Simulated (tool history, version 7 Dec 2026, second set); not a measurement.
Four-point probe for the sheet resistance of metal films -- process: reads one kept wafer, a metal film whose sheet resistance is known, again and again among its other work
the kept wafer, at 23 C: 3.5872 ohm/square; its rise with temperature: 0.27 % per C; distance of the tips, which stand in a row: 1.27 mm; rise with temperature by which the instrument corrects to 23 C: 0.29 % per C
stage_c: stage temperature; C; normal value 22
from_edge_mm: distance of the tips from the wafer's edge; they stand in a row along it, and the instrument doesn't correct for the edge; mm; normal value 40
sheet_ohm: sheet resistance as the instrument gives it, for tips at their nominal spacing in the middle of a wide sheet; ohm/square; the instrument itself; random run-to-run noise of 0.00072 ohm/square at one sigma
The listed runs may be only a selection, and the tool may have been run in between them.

Run 1, day 0.000: usual settings. Result: sheet_ohm 3.612634 ohm/square.
Run 2, day 3.250: usual settings but from_edge_mm 16 mm. Result: sheet_ohm 3.622111 ohm/square.
Run 3, day 4.921: usual settings. Result: sheet_ohm 3.612201 ohm/square.
Run 4, day 7.767: usual settings. Result: sheet_ohm 3.613123 ohm/square.
Run 5, day 11.183: usual settings. Result: sheet_ohm 3.614245 ohm/square.
Run 6, day 14.383: usual settings. Result: sheet_ohm 3.615104 ohm/square.
Run 7, day 17.521: usual settings but stage_c 19 C. Result: sheet_ohm 3.616784 ohm/square.
Run 8, day 19.354: usual settings but stage_c 19 C. Result: sheet_ohm 3.617357 ohm/square.
Run 9, day 22.104: usual settings but stage_c 19 C, from_edge_mm 13 mm. Result: sheet_ohm 3.634668 ohm/square.
Run 10, day 24.579: usual settings. Result: sheet_ohm 3.616428 ohm/square.
Run 11, day 27.562: usual settings. Result: sheet_ohm 3.616596 ohm/square.
Run 12, day 30.158: usual settings. Result: sheet_ohm 3.616965 ohm/square.
Run 13, day 33.383: usual settings. Result: sheet_ohm 3.618542 ohm/square.
Run 14, day 35.646: usual settings but from_edge_mm 5 mm. Result: sheet_ohm 3.737541 ohm/square.
Run 15, day 37.371: usual settings but stage_c 34 C, from_edge_mm 25 mm. Result: sheet_ohm 3.612800 ohm/square.
Run 16, day 40.675: usual settings but stage_c 26 C, from_edge_mm 13 mm. Result: sheet_ohm 3.634004 ohm/square.
Run 17, day 44.504: usual settings but stage_c 26 C, from_edge_mm 13 mm. Result: sheet_ohm 3.633190 ohm/square.
Run 18, day 48.000: usual settings but from_edge_mm 32 mm. Result: sheet_ohm 3.621051 ohm/square.
Run 19, day 51.508: usual settings but stage_c 20 C, from_edge_mm 26 mm. Result: sheet_ohm 3.624358 ohm/square.
Run 20, day 54.321: usual settings but stage_c 20 C, from_edge_mm 26 mm. Result: sheet_ohm 3.625950 ohm/square.
Run 21, day 56.512: usual settings but stage_c 23 C, from_edge_mm 34 mm. Result: sheet_ohm 3.621769 ohm/square.
Run 22, day 59.971: usual settings but stage_c 23 C, from_edge_mm 34 mm. Result: sheet_ohm 3.621239 ohm/square.
Run 23, day 61.529: usual settings but stage_c 23 C, from_edge_mm 34 mm. Result: sheet_ohm 3.622848 ohm/square.
Run 24, day 63.842: usual settings but stage_c 26 C, from_edge_mm 20 mm. Result: sheet_ohm 3.626883 ohm/square.
Run 25, day 66.008: usual settings but stage_c 26 C, from_edge_mm 20 mm. Result: sheet_ohm 3.626387 ohm/square.
Run 26, day 69.450: usual settings but stage_c 30 C, from_edge_mm 13 mm. Result: sheet_ohm 3.633867 ohm/square.
Run 27, day 71.062: usual settings but stage_c 30 C, from_edge_mm 13 mm. Result: sheet_ohm 3.635994 ohm/square.
Run 28, day 73.842: usual settings but stage_c 30 C, from_edge_mm 13 mm. Result: sheet_ohm 3.633854 ohm/square.

Alternative continuations, all from the tool just after run 28; predict every row:
Run A, day 76.812: usual settings but from_edge_mm 24 mm. Result: sheet_ohm ?.
Run B, day 76.812: usual settings but stage_c 28 C. Result: sheet_ohm ?.
Run C, day 76.812: usual settings but from_edge_mm 6 mm. Result: sheet_ohm ?.

run  sheet_ohm
  A   3.629655
  B   3.620074
  C   3.708206
Stripped of hidden state, with their random variation kept, the same runs would have yielded:
run  sheet_ohm
  A   3.593882
  B   3.584486
  C   3.671712
